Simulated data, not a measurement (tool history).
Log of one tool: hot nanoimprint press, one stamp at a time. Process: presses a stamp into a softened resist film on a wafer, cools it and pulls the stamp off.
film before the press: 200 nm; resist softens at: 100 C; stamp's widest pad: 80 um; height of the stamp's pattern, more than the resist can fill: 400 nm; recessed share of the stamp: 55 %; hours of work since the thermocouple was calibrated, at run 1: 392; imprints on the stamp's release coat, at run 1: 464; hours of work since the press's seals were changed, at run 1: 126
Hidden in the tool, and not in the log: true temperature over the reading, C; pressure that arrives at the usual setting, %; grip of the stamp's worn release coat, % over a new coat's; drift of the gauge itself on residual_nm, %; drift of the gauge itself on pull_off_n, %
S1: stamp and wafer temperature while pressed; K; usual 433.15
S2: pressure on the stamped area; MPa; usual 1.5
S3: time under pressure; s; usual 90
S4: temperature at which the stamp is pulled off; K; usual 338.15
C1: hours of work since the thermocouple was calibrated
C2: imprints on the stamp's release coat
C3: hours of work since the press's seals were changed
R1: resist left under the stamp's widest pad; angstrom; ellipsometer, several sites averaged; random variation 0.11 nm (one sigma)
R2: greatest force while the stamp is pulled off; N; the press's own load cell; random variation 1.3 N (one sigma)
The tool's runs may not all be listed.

run 1 day=0 | S1=433.15 S2=1.5 S3=90 S4=338.15 | C1=392 C2=464 C3=126 | R1=850 R2=230
run 2 day=0.575 | S1=433.15 S2=1.5 S3=90 S4=338.15 | C1=402 C2=545 C3=136 | R1=849 R2=234
-- day=1.012 stamp cleaned and given a new release coat
run 3 day=1.408 | S1=433.15 S2=1.5 S3=90 S4=338.15 | C1=412 C2=56 C3=147 | R1=850 R2=210
run 4 day=2.067 | S1=433.15 S2=2.14 S3=90 S4=338.15 | C1=424 C2=148 C3=158 | R1=693 R2=214
run 5 day=3.325 | S1=433.15 S2=2.14 S3=90 S4=338.15 | C1=446 C2=325 C3=181 | R1=691 R2=222
run 6 day=4.158 | S1=433.15 S2=2.14 S3=90 S4=338.15 | C1=461 C2=442 C3=195 | R1=690 R2=228
run 7 day=4.946 | S1=433.15 S2=1.5 S3=90 S4=338.15 | C1=475 C2=553 C3=209 | R1=847 R2=232
-- day=5.362 stamp cleaned and given a new release coat
run 8 day=5.812 | S1=437.15 S2=1.5 S3=90 S4=338.15 | C1=486 C2=64 C3=220 | R1=723 R2=210
run 9 day=7.112 | S1=437.15 S2=1.5 S3=90 S4=338.15 | C1=509 C2=246 C3=244 | R1=721 R2=220
-- day=7.988 plate thermocouple calibrated
run 10 day=7.992 | S1=437.15 S2=1.5 S3=90 S4=338.15 | C1=0 C2=352 C3=257 | R1=758 R2=234
run 11 day=9.075 | S1=437.15 S2=1.5 S3=90 S4=338.15 | C1=19 C2=505 C3=276 | R1=758 R2=238
-- day=9.8 stamp cleaned and given a new release coat
run 12 day=9.983 | S1=437.15 S2=1.5 S3=90 S4=338.15 | C1=31 C2=26 C3=288 | R1=757 R2=217
run 13 day=11.075 | S1=428.15 S2=1.5 S3=90 S4=334.15 | C1=50 C2=179 C3=307 | R1=1079 R2=247
run 14 day=11.829 | S1=432.15 S2=1.5 S3=90 S4=331.15 | C1=64 C2=286 C3=321 | R1=919 R2=270
run 15 day=12.967 | S1=432.15 S2=1.5 S3=90 S4=331.15 | C1=84 C2=445 C3=341 | R1=920 R2=279
run 16 day=13.762 | S1=433.15 S2=1.45 S3=95 S4=338.15 | C1=98 C2=557 C3=355 | R1=883 R2=239
-- day=14.208 stamp cleaned and given a new release coat
run 17 day=14.754 | S1=441.15 S2=1.34 S3=119 S4=323.15 | C1=111 C2=77 C3=368 | R1=628 R2=309
run 18 day=15.292 | S1=441.15 S2=1.34 S3=119 S4=323.15 | C1=121 C2=153 C3=378 | R1=629 R2=312
run 19 day=16.504 | S1=436.15 S2=1.34 S3=143 S4=343.15 | C1=142 C2=323 C3=399 | R1=711 R2=196
run 20 day=17.583 | S1=433.15 S2=1.8 S3=90 S4=329.15 | C1=162 C2=475 C3=419 | R1=795 R2=292
-- day=18.529 stamp cleaned and given a new release coat
run 21 day=18.842 | S1=433.15 S2=1.8 S3=90 S4=329.15 | C1=180 C2=44 C3=436 | R1=794 R2=266
run 22 day=19.958 | S1=433.15 S2=1.8 S3=90 S4=329.15 | C1=199 C2=200 C3=456 | R1=793 R2=278
run 23 day=20.883 | S1=435.15 S2=1.5 S3=78 S4=343.15 | C1=216 C2=331 C3=473 | R1=850 R2=196
run 24 day=21.567 | S1=435.15 S2=1.5 S3=78 S4=334.15 | C1=228 C2=427 C3=485 | R1=850 R2=258

How the hidden state differs across the entries between the runs, from the last listed run before each to the first after it:
Between runs 2 and 3: stamp cleaned and given a new release coat (day 1.012)
  true temperature over the reading, C: 0.85 -> 0.87; pressure that arrives at the usual setting, %: 99.21 -> 99.14; grip of the stamp's worn release coat, % over a new coat's: 11.3 -> 1.1
  measured less the result without the state, R1: -25 -> -25 angstrom; R2: +19 -> -3 N
Between runs 7 and 8: stamp cleaned and given a new release coat (day 5.362)
  true temperature over the reading, C: 1.01 -> 1.04; pressure that arrives at the usual setting, %: 98.71 -> 98.64; grip of the stamp's worn release coat, % over a new coat's: 11.4 -> 1.3
  measured less the result without the state, R1: -28 -> -23 angstrom; R2: +18 -> -3 N
Between runs 9 and 10: plate thermocouple calibrated (day 7.988)
  true temperature over the reading, C: 1.09 -> -0.12; pressure that arrives at the usual setting, %: 98.5 -> 98.41; grip of the stamp's worn release coat, % over a new coat's: 5.1 -> 7.3
  measured less the result without the state, R1: -25 -> +10 angstrom; R2: +4 -> +17 N
Between runs 11 and 12: stamp cleaned and given a new release coat (day 9.8)
  true temperature over the reading, C: -0.07 -> -0.05; pressure that arrives at the usual setting, %: 98.27 -> 98.2; grip of the stamp's worn release coat, % over a new coat's: 10.4 -> 0.5
  measured less the result without the state, R1: +10 -> +9 angstrom; R2: +23 -> +2 N
Between runs 16 and 17: stamp cleaned and given a new release coat (day 14.208)
  true temperature over the reading, C: 0.11 -> 0.13; pressure that arrives at the usual setting, %: 97.76 -> 97.69; grip of the stamp's worn release coat, % over a new coat's: 11.5 -> 1.6
  measured less the result without the state, R1: +7 -> +5 angstrom; R2: +24 -> +4 N
Between runs 20 and 21: stamp cleaned and given a new release coat (day 18.529)
  true temperature over the reading, C: 0.25 -> 0.29; pressure that arrives at the usual setting, %: 97.37 -> 97.26; grip of the stamp's worn release coat, % over a new coat's: 9.8 -> 0.9
  measured less the result without the state, R1: +6 -> +6 angstrom; R2: +24 -> +0 N

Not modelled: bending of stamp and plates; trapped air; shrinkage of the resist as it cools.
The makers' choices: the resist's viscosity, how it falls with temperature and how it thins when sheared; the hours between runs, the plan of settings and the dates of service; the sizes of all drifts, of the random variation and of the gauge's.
